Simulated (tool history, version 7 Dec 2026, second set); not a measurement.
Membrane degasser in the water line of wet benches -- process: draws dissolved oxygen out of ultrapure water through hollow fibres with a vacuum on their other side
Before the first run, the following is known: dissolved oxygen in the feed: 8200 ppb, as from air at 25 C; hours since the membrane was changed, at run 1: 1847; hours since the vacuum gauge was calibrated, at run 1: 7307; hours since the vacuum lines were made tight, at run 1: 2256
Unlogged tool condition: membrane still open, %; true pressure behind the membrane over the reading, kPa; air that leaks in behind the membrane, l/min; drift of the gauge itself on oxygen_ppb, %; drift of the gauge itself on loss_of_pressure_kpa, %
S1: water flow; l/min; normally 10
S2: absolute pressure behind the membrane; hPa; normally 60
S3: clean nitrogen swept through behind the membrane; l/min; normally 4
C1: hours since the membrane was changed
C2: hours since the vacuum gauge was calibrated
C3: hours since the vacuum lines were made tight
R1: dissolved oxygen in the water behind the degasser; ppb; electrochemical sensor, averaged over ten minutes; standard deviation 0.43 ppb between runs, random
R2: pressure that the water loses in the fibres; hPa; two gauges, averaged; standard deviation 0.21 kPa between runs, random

run	day	S1	S2	S3	C1	C2	C3	R1	R2
1	0	10	60	4	1847	7307	2256	30.7	490.6
2	1.642	10	60	4	1886	7347	2295	31.8	487.9
3	3.288	10	60	4	1926	7386	2335	31.1	489.8
4	4.642	10	60	2.72	1958	7418	2367	38.5	486.9
5	5.5	10	60	2.72	1979	7439	2388	38.4	485.5
6	7.1	10	60	2.72	2017	7477	2426	39.4	484.4
7	8.704	10	60	2.72	2056	7516	2465	39.4	484.7
8	10.229	10	60	2.72	2092	7553	2501	39.1	488.1
9	11.208	10	60	5.07	2116	7576	2525	27.5	488.6
10	12.825	7	60	4	2155	7615	2564	15.4	341.3
11	14.438	10	131.8	4	2193	7654	2602	74.4	488.7
12	16.112	10	60	4	2234	7694	2643	32.1	485.6
# day 16.638: vacuum gauge calibrated
13	18.083	10	60	4	2280	35	2689	31.6	489.5
14	19.488	10	60	4	2314	68	2723	30.8	484.4
15	21.317	6	60	4	2358	112	2767	11.9	291.3
16	22.208	14	60	4	2379	134	2788	64.4	679.4
17	23.062	6	52.4	7.46	2400	154	2809	5.5	287.1
18	23.975	6	60	5.75	2422	176	2831	8.5	291.5
19	24.833	6	48.5	5.75	2442	197	2851	6.1	291.5
20	25.854	6	48.5	8.07	2467	221	2876	4.2	292.9
21	27.796	6	48.5	8.07	2514	268	2923	4.8	289
22	29	9	48.5	3.44	2543	297	2951	20.2	433
23	30.342	9	52.6	7.11	2575	329	2984	16.2	432.7
24	31.45	9	52.6	7.11	2601	355	3010	15.6	430.9
25	32.596	6	89.9	7.11	2629	383	3038	14.1	286.7
26	34.117	11	52.8	4	2665	420	3074	33.5	530.5
27	35.625	12	60	2.17	2702	456	3110	63	572.2

For run 28, what comes out?
28	37.667	12	148	7.64	2750	505	3159	?	?

{"run 28": {"R1": 70.3, "R2": 574.8}}
Were there no unlogged condition in the tool, this run, its random variation unchanged, would have produced R1 70.2 ppb, R2 585.3 hPa.
